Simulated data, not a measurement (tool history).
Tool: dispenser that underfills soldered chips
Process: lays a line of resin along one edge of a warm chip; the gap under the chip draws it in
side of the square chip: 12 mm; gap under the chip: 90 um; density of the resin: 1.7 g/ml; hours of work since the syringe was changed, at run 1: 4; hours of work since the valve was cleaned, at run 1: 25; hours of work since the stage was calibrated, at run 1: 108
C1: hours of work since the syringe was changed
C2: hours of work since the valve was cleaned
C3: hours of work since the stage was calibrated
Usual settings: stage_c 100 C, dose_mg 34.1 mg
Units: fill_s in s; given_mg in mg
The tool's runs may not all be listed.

{"run": 1, "hour": 0.0, "stage_c": 100, "dose_mg": 34.1, "C1": 4, "C2": 25, "C3": 108, "fill_s": 126.8, "given_mg": 33.37}
{"hour": 1.5, "done": "new syringe of resin"}
{"run": 2, "hour": 5.0, "stage_c": 100, "dose_mg": 34.1, "C1": 3, "C2": 28, "C3": 112, "fill_s": 122.2, "given_mg": 33.11}
{"hour": 8.3, "done": "new syringe of resin"}
{"run": 3, "hour": 10.4, "stage_c": 100, "dose_mg": 34.1, "C1": 2, "C2": 32, "C3": 116, "fill_s": 114.0, "given_mg": 33.0}
{"run": 4, "hour": 14.0, "stage_c": 100, "dose_mg": 34.1, "C1": 5, "C2": 35, "C3": 119, "fill_s": 126.7, "given_mg": 32.89}
{"hour": 15.0, "done": "new syringe of resin"}
{"run": 5, "hour": 19.4, "stage_c": 100, "dose_mg": 29.1, "C1": 4, "C2": 39, "C3": 123, "fill_s": 131.8, "given_mg": 28.12}
{"hour": 21.8, "done": "new syringe of resin"}
{"run": 6, "hour": 25.1, "stage_c": 100, "dose_mg": 29.1, "C1": 3, "C2": 44, "C3": 127, "fill_s": 124.9, "given_mg": 27.73}
{"hour": 27.0, "done": "dispensing valve cleaned and set on the balance"}
{"run": 7, "hour": 29.1, "stage_c": 100, "dose_mg": 29.1, "C1": 5, "C2": 2, "C3": 130, "fill_s": 136.8, "given_mg": 28.97}
{"hour": 29.9, "done": "new syringe of resin"}
{"run": 8, "hour": 33.3, "stage_c": 100, "dose_mg": 29.1, "C1": 3, "C2": 5, "C3": 133, "fill_s": 126.6, "given_mg": 28.92}
{"hour": 36.6, "done": "new syringe of resin"}
{"run": 9, "hour": 37.6, "stage_c": 89, "dose_mg": 34.1, "C1": 1, "C2": 8, "C3": 136, "fill_s": 171.3, "given_mg": 33.97}
{"run": 10, "hour": 40.5, "stage_c": 89, "dose_mg": 34.1, "C1": 3, "C2": 10, "C3": 138, "fill_s": 186.9, "given_mg": 33.62}
{"hour": 43.5, "done": "new syringe of resin"}
{"run": 11, "hour": 45.7, "stage_c": 89, "dose_mg": 34.1, "C1": 2, "C2": 14, "C3": 142, "fill_s": 173.9, "given_mg": 33.71}
{"run": 12, "hour": 48.1, "stage_c": 89, "dose_mg": 34.1, "C1": 4, "C2": 16, "C3": 144, "fill_s": 193.4, "given_mg": 33.4}
{"hour": 50.3, "done": "new syringe of resin"}
{"run": 13, "hour": 52.5, "stage_c": 89, "dose_mg": 34.1, "C1": 2, "C2": 19, "C3": 147, "fill_s": 175.4, "given_mg": 33.35}
{"run": 14, "hour": 54.8, "stage_c": 100, "dose_mg": 43.4, "C1": 4, "C2": 21, "C3": 149, "fill_s": 123.9, "given_mg": 42.44}
{"hour": 57.1, "done": "new syringe of resin"}
{"run": 15, "hour": 59.3, "stage_c": 100, "dose_mg": 34.1, "C1": 2, "C2": 25, "C3": 153, "fill_s": 120.2, "given_mg": 33.05}
{"run": 16, "hour": 63.4, "stage_c": 100, "dose_mg": 34.1, "C1": 5, "C2": 28, "C3": 156, "fill_s": 140.8, "given_mg": 33.18}
{"hour": 63.9, "done": "new syringe of resin"}
{"run": 17, "hour": 67.2, "stage_c": 100, "dose_mg": 34.1, "C1": 3, "C2": 31, "C3": 159, "fill_s": 122.3, "given_mg": 32.95}
{"hour": 70.8, "done": "new syringe of resin"}
{"run": 18, "hour": 72.7, "stage_c": 99, "dose_mg": 34.1, "C1": 1, "C2": 35, "C3": 163, "fill_s": 121.2, "given_mg": 33.04}
{"hour": 77.6, "done": "new syringe of resin"}
{"run": 19, "hour": 78.4, "stage_c": 107, "dose_mg": 38.4, "C1": 1, "C2": 39, "C3": 167, "fill_s": 87.8, "given_mg": 36.82}
{"run": 20, "hour": 83.9, "stage_c": 100, "dose_mg": 39.3, "C1": 5, "C2": 43, "C3": 171, "fill_s": 135.0, "given_mg": 37.61}
{"hour": 84.4, "done": "new syringe of resin"}
{"hour": 86.2, "done": "dispensing valve cleaned and set on the balance"}
{"run": 21, "hour": 89.2, "stage_c": 100, "dose_mg": 36.0, "C1": 3, "C2": 2, "C3": 175, "fill_s": 125.4, "given_mg": 35.85}
{"run": 22, "hour": 91.8, "stage_c": 100, "dose_mg": 36.0, "C1": 5, "C2": 4, "C3": 177, "fill_s": 134.1, "given_mg": 35.87}
{"hour": 92.6, "done": "new syringe of resin"}
{"run": 23, "hour": 96.0, "stage_c": 100, "dose_mg": 36.0, "C1": 3, "C2": 8, "C3": 180, "fill_s": 121.7, "given_mg": 35.58}
{"hour": 99.4, "done": "new syringe of resin"}
{"run": 24, "hour": 101.6, "stage_c": 106, "dose_mg": 30.1, "C1": 2, "C2": 12, "C3": 184, "fill_s": 96.1, "given_mg": 29.69}
{"run": 25, "hour": 104.7, "stage_c": 94, "dose_mg": 34.1, "C1": 4, "C2": 14, "C3": 186, "fill_s": 159.2, "given_mg": 33.57}
{"hour": 106.5, "done": "new syringe of resin"}
{"run": 26, "hour": 110.3, "stage_c": 104, "dose_mg": 32.4, "C1": 3, "C2": 18, "C3": 191, "fill_s": 108.0, "given_mg": 31.69}
{"hour": 113.7, "done": "new syringe of resin"}
{"run": 27, "hour": 114.0, "stage_c": 110, "dose_mg": 31.1, "C1": 0, "C2": 21, "C3": 193, "fill_s": 79.6, "given_mg": 30.22}
{"run": 28, "hour": 118.6, "stage_c": 110, "dose_mg": 31.1, "C1": 4, "C2": 25, "C3": 197, "fill_s": 93.7, "given_mg": 30.19}
{"hour": 120.5, "done": "new syringe of resin"}
{"run": 29, "hour": 121.4, "stage_c": 110, "dose_mg": 31.1, "C1": 1, "C2": 27, "C3": 199, "fill_s": 82.8, "given_mg": 30.29}
{"run": 30, "hour": 125.8, "stage_c": 85, "dose_mg": 30.0, "C1": 4, "C2": 30, "C3": 203, "fill_s": 240.7, "given_mg": 29.04}
{"hour": 127.5, "done": "new syringe of resin"}
{"run": 31, "hour": 131.2, "stage_c": 86, "dose_mg": 31.5, "C1": 3, "C2": 34, "C3": 207, "fill_s": 213.3, "given_mg": 30.37}
{"hour": 134.6, "done": "new syringe of resin"}
{"run": 32, "hour": 136.1, "stage_c": 89, "dose_mg": 33.7, "C1": 1, "C2": 38, "C3": 210, "fill_s": 175.3, "given_mg": 32.47}
{"run": 33, "hour": 139.1, "stage_c": 89, "dose_mg": 33.7, "C1": 4, "C2": 40, "C3": 213, "fill_s": 189.8, "given_mg": 32.39}
{"hour": 141.5, "done": "new syringe of resin"}
{"run": 34, "hour": 142.4, "stage_c": 99, "dose_mg": 29.6, "C1": 1, "C2": 43, "C3": 215, "fill_s": 123.7, "given_mg": 28.24}
{"hour": 145.3, "done": "dispensing valve cleaned and set on the balance"}
{"run": 35, "hour": 147.6, "stage_c": 99, "dose_mg": 29.6, "C1": 4, "C2": 2, "C3": 218, "fill_s": 136.8, "given_mg": 29.54}

Hidden state or all else? Some run-to-run changes of fill_s, split into what the settings, what came in and random variation would give without the hidden state, and what is left for the hidden state (with any gauge scatter that isn't in both results):
The hidden state here: resin's viscosity, % of fresh resin's; dose that the valve gives, % of what is set; true chip temperature over the reading, C; drift of the gauge itself on fill_s, %; drift of the gauge itself on given_mg, %.
Run 19 -> 20: stage_c 107 -> 100, dose_mg 38.4 -> 39.3. fill_s +47.2 s: hidden state +24.7, all else +22.5.
Run 24 -> 25: stage_c 106 -> 94, dose_mg 30.1 -> 34.1. fill_s +63.1 s: hidden state +20.5, all else +42.6.
Run 29 -> 30: stage_c 110 -> 85, dose_mg 31.1 -> 30.0. fill_s +157.9 s: hidden state +44.0, all else +113.9.
Run 33 -> 34: stage_c 89 -> 99, dose_mg 33.7 -> 29.6, new syringe of resin. fill_s -66.1 s: hidden state -23.3, all else -42.8.
